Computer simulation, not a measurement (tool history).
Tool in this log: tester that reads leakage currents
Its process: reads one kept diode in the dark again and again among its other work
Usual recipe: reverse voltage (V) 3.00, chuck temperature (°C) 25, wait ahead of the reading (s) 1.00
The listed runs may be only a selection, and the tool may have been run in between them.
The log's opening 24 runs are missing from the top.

run    hour  reverse voltage (V)  chuck temperature (°C)  wait ahead of the reading (s)  current that the tester gives (pA)
 25   965.0                 6.18                      35                           6.04                              254.06
 26  1006.8                 3.43                      21                           1.00                               57.32
 27  1060.0                 6.23                      40                           4.29                              385.56
 28  1092.5                 6.23                      40                           4.29                              384.94
 29  1133.6                 3.66                      33                           3.18                              168.72
 30  1187.2                 3.66                      33                           3.18                              168.31
 31  1222.5                 3.00                      46                           1.00                              444.36
 32  1245.4                 9.18                      24                           0.91                              119.05
 33  1273.9                 9.18                      24                           0.91                              118.48
 34  1311.9                 1.58                      25                           0.51                               57.47
 35  1357.9                 2.65                      25                           7.89                               72.50
 36  1403.1                 2.65                      25                           7.89                               72.61
 37  1447.6                 7.14                      29                           1.00                              163.26
 38  1476.5                 7.14                      29                           1.00                              163.25
 39  1512.0                 2.48                      20                           6.47                               44.42
 40  1545.3                 2.48                      20                           6.47                               44.55

Alternative continuations, all from the tool just after run 40; predict every row:
  A  1598.4                 3.00                      43                           0.71                                   ?
  B  1598.4                 6.86                      20                           4.33                                   ?
  C  1598.4                 3.00                      22                           1.00                                   ?
  D  1598.4                 2.67                      20                           5.56                                   ?

run  current that the tester gives (pA)
  A                              350.55
  B                               71.96
  C                               58.89
  D                               46.30
Without the tool's hidden state the same runs would have given:
run  current that the tester gives (pA)
  A                              350.57
  B                               71.92
  C                               58.88
  D                               46.29

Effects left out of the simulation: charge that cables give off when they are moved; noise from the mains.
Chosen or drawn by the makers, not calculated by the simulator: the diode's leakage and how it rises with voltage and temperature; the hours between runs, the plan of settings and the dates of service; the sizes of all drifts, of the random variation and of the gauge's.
